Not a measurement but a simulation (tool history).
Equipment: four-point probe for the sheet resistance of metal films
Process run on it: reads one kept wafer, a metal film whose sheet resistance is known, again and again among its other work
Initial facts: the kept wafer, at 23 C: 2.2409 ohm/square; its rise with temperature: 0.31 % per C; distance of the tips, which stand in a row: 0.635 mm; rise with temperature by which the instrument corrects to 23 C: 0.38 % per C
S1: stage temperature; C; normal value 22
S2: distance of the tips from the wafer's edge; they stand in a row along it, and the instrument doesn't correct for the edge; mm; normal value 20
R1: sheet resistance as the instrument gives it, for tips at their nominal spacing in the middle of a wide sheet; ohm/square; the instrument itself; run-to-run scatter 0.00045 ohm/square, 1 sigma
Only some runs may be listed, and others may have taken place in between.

| run | hour | S1 | S2 | R1 |
|---|---|---|---|---|
| 1 | 0 | 22 | 20 | 2.242977 |
| 2 | 16 | 22 | 20 | 2.243477 |
| 3 | 39.3 | 22 | 20 | 2.243889 |
| 4 | 50.2 | 22 | 20 | 2.242286 |
| 5 | 61.7 | 22 | 20 | 2.244072 |
| 6 | 84.4 | 22 | 20 | 2.24253 |
| 7 | 96.8 | 22 | 20 | 2.243526 |
| 8 | 118.2 | 20 | 20 | 2.246477 |
| 9 | 134.9 | 20 | 20 | 2.246516 |
| 10 | 156.2 | 20 | 20 | 2.246323 |
| 11 | 171.9 | 20 | 20 | 2.246927 |
| 12 | 193.7 | 20 | 20 | 2.246602 |
| 13 | 208.1 | 20 | 9 | 2.251717 |
| 14 | 224.3 | 22 | 66 | 2.242534 |
| 15 | 235.5 | 20 | 51 | 2.246457 |
|  | 238.2 | stage's thermometer calibrated |
| 16 | 257.9 | 19 | 7 | 2.256455 |
| 17 | 279.4 | 26 | 11 | 2.240168 |
|  | 282.1 | stage's thermometer calibrated, once more |
| 18 | 298.3 | 29 | 12 | 2.235932 |
| 19 | 315.4 | 29 | 12 | 2.236085 |
| 20 | 330.2 | 26 | 18 | 2.238477 |
| 21 | 352.1 | 26 | 22 | 2.239199 |
| 22 | 362 | 34 | 20 | 2.227283 |
| 23 | 385.3 | 22 | 26 | 2.244205 |
| 24 | 401.4 | 22 | 12 | 2.246904 |

Here are 4 independent what-if runs from the current tool condition. What would each one return?
| A | 416 | 19 | 3 | ? |
| B | 416 | 31 | 8 | ? |
| C | 416 | 22 | 7 | ? |
| D | 416 | 19 | 4 | ? |

| run | R1 |
|---|---|
| A | 2.301407 |
| B | 2.237675 |
| C | 2.25324 |
| D | 2.278789 |
What these runs would have given with no unlogged condition in the tool:
| run | R1 |
|---|---|
| A | 2.300159 |
| B | 2.23644 |
| C | 2.25201 |
| D | 2.277551 |

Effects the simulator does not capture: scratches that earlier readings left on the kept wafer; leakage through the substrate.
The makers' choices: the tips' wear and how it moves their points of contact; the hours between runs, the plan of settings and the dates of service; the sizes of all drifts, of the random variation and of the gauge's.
